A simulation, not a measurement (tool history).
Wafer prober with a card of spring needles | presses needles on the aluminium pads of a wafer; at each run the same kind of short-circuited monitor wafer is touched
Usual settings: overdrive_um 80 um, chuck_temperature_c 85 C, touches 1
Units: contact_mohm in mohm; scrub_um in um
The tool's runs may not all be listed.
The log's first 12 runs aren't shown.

| run | hour | overdrive_um | chuck_temperature_c | touches | touches since the tips were cleaned | cleanings since the card got new needles | touches since the first contact's height was set | contact_mohm | scrub_um |
|---|---|---|---|---|---|---|---|---|---|
|  | 316 | tips cleaned on abrasive film |
|  | 336.1 | tips cleaned on abrasive film |
| 13 | 337.3 | 62 | 85 | 1 | 283 | 70 | 181794 | 240 | 8.77 |
|  | 358 | tips cleaned on abrasive film |
| 14 | 358.2 | 62 | 85 | 1 | 47 | 71 | 186913 | 240 | 8.81 |
| 15 | 377.9 | 62 | 85 | 1 | 4897 | 71 | 191763 | 242 | 8.78 |
|  | 380.7 | tips cleaned on abrasive film |
| 16 | 398.2 | 62 | 85 | 1 | 4315 | 72 | 196740 | 247 | 8.8 |
|  | 402.7 | tips cleaned on abrasive film |
|  | 425.3 | tips cleaned on abrasive film |
| 17 | 435.4 | 62 | 61 | 2 | 2495 | 74 | 205851 | 234 | 8.81 |
|  | 447.8 | tips cleaned on abrasive film |
| 18 | 455.3 | 62 | 61 | 2 | 1832 | 75 | 210717 | 234 | 8.82 |
|  | 469.2 | tips cleaned on abrasive film |
| 19 | 472.9 | 84 | 42 | 1 | 923 | 76 | 215034 | 230 | 11.86 |
|  | 488.3 | height of the first contact set anew |
|  | 491.3 | tips cleaned on abrasive film |
| 20 | 501.3 | 84 | 42 | 1 | 2458 | 77 | 3160 | 229 | 11.91 |
|  | 511.9 | tips cleaned on abrasive film |
| 21 | 517.7 | 84 | 42 | 1 | 1443 | 78 | 7187 | 225 | 11.93 |
|  | 533 | tips cleaned on abrasive film |
| 22 | 537.9 | 86 | 124 | 1 | 1219 | 79 | 12127 | 248 | 12.27 |
|  | 553.7 | tips cleaned on abrasive film |
| 23 | 555 | 99 | 40 | 1 | 298 | 80 | 16300 | 225 | 14.01 |
|  | 574.9 | tips cleaned on abrasive film |
| 24 | 578.7 | 70 | 85 | 1 | 950 | 81 | 22132 | 242 | 9.89 |
|  | 597.4 | tips cleaned on abrasive film |
| 25 | 612.5 | 70 | 85 | 1 | 3709 | 82 | 30415 | 244 | 9.96 |
|  | 617.9 | tips cleaned on abrasive film |
|  | 639.4 | tips cleaned on abrasive film |
| 26 | 647.1 | 70 | 85 | 1 | 1897 | 84 | 38884 | 238 | 9.98 |
|  | 660.7 | tips cleaned on abrasive film |
| 27 | 672.6 | 70 | 85 | 1 | 2908 | 85 | 45125 | 238 | 9.95 |
|  | 681.4 | tips cleaned on abrasive film |
| 28 | 689 | 70 | 85 | 1 | 1884 | 86 | 49149 | 240 | 9.95 |
|  | 704.3 | tips cleaned on abrasive film |
| 29 | 721.7 | 70 | 42 | 2 | 4283 | 87 | 57167 | 233 | 9.95 |
|  | 726.3 | tips cleaned on abrasive film |
| 30 | 744.8 | 64 | 64 | 1 | 4545 | 88 | 62821 | 237 | 9.08 |
|  | 747.5 | tips cleaned on abrasive film |
| 31 | 764.9 | 64 | 64 | 1 | 4300 | 89 | 67764 | 235 | 9.12 |
|  | 770.3 | tips cleaned on abrasive film |
|  | 790.5 | tips cleaned on abrasive film |
| 32 | 790.5 | 100 | 48 | 2 | 0 | 91 | 74011 | 228 | 14.16 |

Forecast each of these 3 alternatives for the next run:
| A | 808.1 | 100 | 42 | 2 | 4340 | 91 | 78351 | ? | ? |
| B | 808.1 | 88 | 48 | 1 | 4340 | 91 | 78351 | ? | ? |
| C | 808.1 | 80 | 85 | 2 | 4340 | 91 | 78351 | ? | ? |

| run | contact_mohm | scrub_um |
|---|---|---|
| A | 224 | 14.29 |
| B | 232 | 12.51 |
| C | 242 | 11.38 |
Without the tool's hidden state the same runs would have given:
| run | contact_mohm | scrub_um |
|---|---|---|
| A | 224 | 14.29 |
| B | 232 | 12.51 |
| C | 242 | 11.38 |
